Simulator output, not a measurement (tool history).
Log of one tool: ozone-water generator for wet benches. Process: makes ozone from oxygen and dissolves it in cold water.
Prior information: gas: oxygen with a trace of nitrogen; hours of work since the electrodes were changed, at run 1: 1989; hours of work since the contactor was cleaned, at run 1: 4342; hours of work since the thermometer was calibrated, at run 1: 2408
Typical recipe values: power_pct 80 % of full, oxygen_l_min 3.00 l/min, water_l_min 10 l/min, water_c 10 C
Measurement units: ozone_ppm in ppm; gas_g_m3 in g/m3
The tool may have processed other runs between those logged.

run    hour  power_pct  oxygen_l_min  water_l_min  water_c  hours of work since the electrodes were changed  hours of work since the contactor was cleaned  hours of work since the thermometer was calibrated  ozone_ppm  gas_g_m3
  1     0.0         80          3.00           10       10                                             1989                                           4342                                                2408       32.4     231.3
  2    81.6         80          1.64           10       10                                             2043                                           4396                                                2462       30.2     319.6
  3   134.3         80          3.00           10       10                                             2078                                           4430                                                2497       31.9     233.5
  4   177.7         80          3.00           10       10                                             2106                                           4459                                                2525       32.3     231.0
  5   248.8         80          3.00           10       13                                             2153                                           4505                                                2572       31.2     231.2
  6   304.2         80          3.00           10       13                                             2189                                           4542                                                2608       30.9     233.0
  7   353.0         80          3.00           10       13                                             2221                                           4574                                                2640       30.8     233.4
  8   430.2         80          3.00           10        9                                             2272                                           4625                                                2691       32.5     231.6
  9   499.2         80          3.00           10        9                                             2317                                           4670                                                2736       32.9     231.2
 10   566.3         80          3.00           10        9                                             2362                                           4714                                                2780       32.6     229.5
 11   651.8         80          3.00           10        9                                             2418                                           4770                                                2836       32.6     230.1
 12   746.3         80          3.00           10       10                                             2480                                           4832                                                2899       31.9     231.0
 13   835.8         67          3.00           10       10                                             2539                                           4891                                                2957       27.3     196.8
      875.3  -- contactor cleaned
 14   922.3         80          3.00            9       10                                             2593                                             31                                                3012       36.4     230.8
 15   986.0         80          3.00           10        7                                             2635                                             73                                                3053       34.2     228.0
 16  1065.9         80          3.00           10        7                                             2687                                            125                                                3106       34.4     229.6
 17  1152.3         79          1.80            7        9                                             2744                                            182                                                3163       42.8     303.1

What will run 18 give?
 18  1207.6         79          1.80            7        9                                             2780                                            218                                                3199          ?         ?

ozone_ppm: 43.3 ppm
gas_g_m3: 298.0 g/m3
If the tool had no hidden condition, the same run with the same run-to-run variation would have returned ozone_ppm 45.0 ppm, gas_g_m3 308.6 g/m3.

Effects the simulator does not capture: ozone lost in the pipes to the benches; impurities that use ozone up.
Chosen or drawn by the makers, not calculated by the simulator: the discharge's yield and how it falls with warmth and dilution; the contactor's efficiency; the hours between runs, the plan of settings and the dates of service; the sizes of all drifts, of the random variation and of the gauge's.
